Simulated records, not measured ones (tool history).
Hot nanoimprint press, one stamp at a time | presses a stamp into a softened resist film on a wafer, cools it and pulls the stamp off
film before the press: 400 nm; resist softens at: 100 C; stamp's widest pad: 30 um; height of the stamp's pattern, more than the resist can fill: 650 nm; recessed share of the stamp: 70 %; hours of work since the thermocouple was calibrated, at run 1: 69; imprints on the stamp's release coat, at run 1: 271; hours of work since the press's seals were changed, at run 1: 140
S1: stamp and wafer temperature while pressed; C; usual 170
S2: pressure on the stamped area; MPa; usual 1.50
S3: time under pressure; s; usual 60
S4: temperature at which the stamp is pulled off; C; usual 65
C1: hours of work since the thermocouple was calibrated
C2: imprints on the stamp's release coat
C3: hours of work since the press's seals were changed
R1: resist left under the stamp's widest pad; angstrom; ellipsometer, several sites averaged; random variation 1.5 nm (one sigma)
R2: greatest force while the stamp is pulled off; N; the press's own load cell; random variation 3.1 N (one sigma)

| run | hour | S1 | S2 | S3 | S4 | C1 | C2 | C3 | R1 | R2 |
|---|---|---|---|---|---|---|---|---|---|---|
| 1 | 0.0 | 170 | 1.50 | 60 | 65 | 69 | 271 | 140 | 2294 | 156 |
| 2 | 6.5 | 170 | 1.50 | 60 | 65 | 72 | 298 | 143 | 2319 | 152 |
| 3 | 18.5 | 170 | 1.50 | 60 | 65 | 79 | 347 | 150 | 2261 | 154 |
| 4 | 25.6 | 170 | 1.50 | 60 | 65 | 83 | 376 | 154 | 2266 | 155 |
| 5 | 35.3 | 170 | 1.50 | 60 | 65 | 88 | 416 | 159 | 2279 | 159 |
| 6 | 41.6 | 170 | 1.50 | 103 | 65 | 91 | 442 | 162 | 1869 | 154 |
| 7 | 47.1 | 170 | 1.50 | 103 | 65 | 94 | 465 | 165 | 1883 | 158 |
| 8 | 56.8 | 170 | 1.50 | 103 | 67 | 100 | 504 | 171 | 1893 | 154 |
| 9 | 62.7 | 170 | 1.50 | 103 | 67 | 103 | 529 | 174 | 1891 | 155 |
| 10 | 69.0 | 170 | 1.50 | 79 | 65 | 106 | 555 | 177 | 2084 | 155 |
|  | 72.9 | plate thermocouple calibrated |
| 11 | 82.5 | 170 | 1.10 | 60 | 65 | 5 | 598 | 183 | 2526 | 162 |
| 12 | 91.1 | 170 | 1.99 | 60 | 65 | 10 | 633 | 188 | 2020 | 157 |
| 13 | 102.9 | 170 | 2.01 | 60 | 65 | 16 | 681 | 194 | 2025 | 162 |
| 14 | 108.4 | 170 | 2.01 | 60 | 65 | 19 | 704 | 197 | 2021 | 166 |
| 15 | 117.1 | 170 | 1.50 | 105 | 65 | 24 | 740 | 202 | 1863 | 169 |
| 16 | 123.1 | 182 | 1.50 | 64 | 65 | 27 | 764 | 205 | 1251 | 164 |
| 17 | 131.7 | 173 | 1.50 | 60 | 70 | 32 | 800 | 210 | 1967 | 160 |
|  | 141.8 | plate thermocouple calibrated, once more |
| 18 | 142.4 | 173 | 1.50 | 60 | 70 | 0 | 831 | 214 | 2039 | 157 |
| 19 | 147.5 | 173 | 1.50 | 60 | 70 | 3 | 852 | 217 | 2037 | 170 |
| 20 | 156.7 | 173 | 1.50 | 35 | 70 | 8 | 890 | 222 | 2447 | 165 |
| 21 | 166.0 | 170 | 1.67 | 95 | 56 | 13 | 928 | 227 | 1902 | 178 |
| 22 | 173.9 | 182 | 1.12 | 106 | 67 | 18 | 961 | 231 | 1206 | 175 |
| 23 | 184.6 | 181 | 0.97 | 31 | 66 | 23 | 1005 | 237 | 2159 | 168 |
| 24 | 194.4 | 170 | 2.32 | 118 | 57 | 29 | 1045 | 243 | 1513 | 179 |
| 25 | 200.5 | 170 | 2.32 | 118 | 57 | 32 | 1070 | 246 | 1512 | 181 |
| 26 | 206.0 | 170 | 2.32 | 118 | 57 | 35 | 1092 | 249 | 1526 | 177 |
| 27 | 211.4 | 180 | 2.32 | 118 | 59 | 38 | 1114 | 252 | 884 | 179 |
| 28 | 223.4 | 176 | 1.50 | 60 | 56 | 45 | 1164 | 258 | 1778 | 175 |
| 29 | 233.9 | 176 | 1.74 | 113 | 71 | 50 | 1207 | 264 | 1276 | 164 |

How the hidden state differs across the entries between the runs, from the last listed run before each to the first after it:
Between runs 10 and 11: plate thermocouple calibrated (hour 72.9)
  true temperature over the reading, C: 0.41 -> 0.63; pressure that arrives at the usual setting, %: 98.92 -> 98.87; grip of the stamp's worn release coat, % over a new coat's: 8.8 -> 9.5
  measured less the result without the state, R1: -32 -> -55 angstrom; R2: +13 -> +14 N
Between runs 17 and 18: plate thermocouple calibrated, once more (hour 141.8)
  true temperature over the reading, C: 0.72 -> -0.08; pressure that arrives at the usual setting, %: 98.65 -> 98.61; grip of the stamp's worn release coat, % over a new coat's: 12.7 -> 13.2
  measured less the result without the state, R1: -55 -> +20 angstrom; R2: +17 -> +19 N
